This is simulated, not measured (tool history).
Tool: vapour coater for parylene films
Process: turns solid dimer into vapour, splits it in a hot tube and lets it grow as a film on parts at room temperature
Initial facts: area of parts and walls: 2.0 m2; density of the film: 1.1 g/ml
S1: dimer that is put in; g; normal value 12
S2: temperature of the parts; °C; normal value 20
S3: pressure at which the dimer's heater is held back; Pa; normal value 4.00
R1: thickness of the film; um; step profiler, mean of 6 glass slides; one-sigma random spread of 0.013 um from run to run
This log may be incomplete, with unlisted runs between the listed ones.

| run | hour | S1 | S2 | S3 | R1 |
|---|---|---|---|---|---|
| 1 | 0.0 | 12 | 20 | 4.00 | 3.11 |
| 2 | 19.1 | 12 | 20 | 4.00 | 3.10 |
| 3 | 47.7 | 12 | 20 | 4.00 | 3.09 |
| 4 | 65.4 | 8 | 20 | 4.00 | 2.07 |
| 5 | 97.4 | 12 | 20 | 4.00 | 3.12 |
| 6 | 121.5 | 12 | 20 | 4.00 | 3.10 |
| 7 | 149.9 | 12 | 20 | 3.30 | 3.16 |
| 8 | 178.9 | 12 | 20 | 3.30 | 3.12 |
| 9 | 194.6 | 12 | 20 | 3.30 | 3.13 |
| 10 | 216.3 | 12 | 20 | 7.20 | 2.89 |
| 11 | 236.3 | 12 | 20 | 7.20 | 2.90 |
| 12 | 254.0 | 12 | 20 | 7.20 | 2.90 |
| 13 | 284.8 | 12 | 20 | 7.20 | 2.87 |
| 14 | 316.3 | 12 | 20 | 7.20 | 2.87 |
| 15 | 340.9 | 12 | 20 | 4.00 | 3.02 |
| 16 | 363.4 | 12 | 20 | 4.00 | 3.04 |
| 17 | 379.3 | 12 | 24 | 4.00 | 2.58 |
| 18 | 397.0 | 12 | 20 | 4.00 | 3.03 |
| 19 | 413.5 | 12 | 20 | 4.00 | 3.02 |
| 20 | 427.5 | 12 | 20 | 4.00 | 3.02 |
| 21 | 444.1 | 12 | 20 | 4.00 | 3.00 |
| 22 | 466.3 | 12 | 28 | 4.00 | 2.16 |
| 23 | 482.4 | 12 | 20 | 4.00 | 2.98 |
| 24 | 506.6 | 12 | 18 | 7.57 | 3.03 |
| 25 | 528.1 | 12 | 24 | 8.81 | 2.36 |
| 26 | 545.1 | 5 | 28 | 4.56 | 0.89 |
| 27 | 576.5 | 5 | 19 | 4.41 | 1.29 |
| 28 | 593.2 | 12 | 14 | 3.32 | 3.84 |
| 29 | 621.2 | 10 | 20 | 10.69 | 2.24 |
| 30 | 637.7 | 12 | 20 | 8.99 | 2.74 |
| 31 | 651.7 | 12 | 20 | 8.99 | 2.72 |
| 32 | 670.8 | 12 | 15 | 4.00 | 3.62 |
|  | 676.9 | trap's valve overhauled |
|  | 690.7 | table's thermometer calibrated |
| 33 | 700.7 | 11 | 23 | 4.44 | 2.53 |
| 34 | 729.6 | 11 | 23 | 4.44 | 2.53 |
| 35 | 751.4 | 11 | 23 | 4.44 | 2.55 |
| 36 | 776.3 | 10 | 16 | 2.52 | 3.22 |
| 37 | 796.5 | 11 | 15 | 4.24 | 3.46 |
| 38 | 822.7 | 5 | 15 | 4.24 | 1.58 |
| 39 | 849.7 | 20 | 27 | 4.24 | 3.90 |
| 40 | 864.3 | 20 | 27 | 4.24 | 3.91 |
| 41 | 881.7 | 12 | 19 | 4.00 | 3.26 |
| 42 | 910.5 | 8 | 19 | 4.00 | 2.14 |
| 43 | 933.6 | 14 | 16 | 3.49 | 4.31 |
| 44 | 947.9 | 14 | 16 | 3.49 | 4.27 |
| 45 | 964.7 | 14 | 16 | 3.49 | 4.28 |
| 46 | 988.3 | 18 | 20 | 4.00 | 4.63 |

Had the tool no unlogged condition, and each run kept its random variation, what would the results have been?
Unlogged tool condition in this case: vapour lost through the trap's worn valve, %; true temperature of the parts over the reading, C; drift of the gauge itself on film_um, %.
| run | R1 |
|---|---|
| 1 | 3.16 |
| 2 | 3.16 |
| 3 | 3.16 |
| 4 | 2.12 |
| 5 | 3.19 |
| 6 | 3.18 |
| 7 | 3.25 |
| 8 | 3.22 |
| 9 | 3.23 |
| 10 | 2.99 |
| 11 | 3.00 |
| 12 | 3.01 |
| 13 | 2.98 |
| 14 | 3.00 |
| 15 | 3.15 |
| 16 | 3.19 |
| 17 | 2.71 |
| 18 | 3.18 |
| 19 | 3.18 |
| 20 | 3.17 |
| 21 | 3.17 |
| 22 | 2.29 |
| 23 | 3.15 |
| 24 | 3.21 |
| 25 | 2.50 |
| 26 | 0.94 |
| 27 | 1.37 |
| 28 | 4.10 |
| 29 | 2.39 |
| 30 | 2.94 |
| 31 | 2.92 |
| 32 | 3.89 |
| 33 | 2.55 |
| 34 | 2.56 |
| 35 | 2.57 |
| 36 | 3.26 |
| 37 | 3.52 |
| 38 | 1.61 |
| 39 | 3.98 |
| 40 | 3.99 |
| 41 | 3.33 |
| 42 | 2.20 |
| 43 | 4.42 |
| 44 | 4.39 |
| 45 | 4.41 |
| 46 | 4.77 |

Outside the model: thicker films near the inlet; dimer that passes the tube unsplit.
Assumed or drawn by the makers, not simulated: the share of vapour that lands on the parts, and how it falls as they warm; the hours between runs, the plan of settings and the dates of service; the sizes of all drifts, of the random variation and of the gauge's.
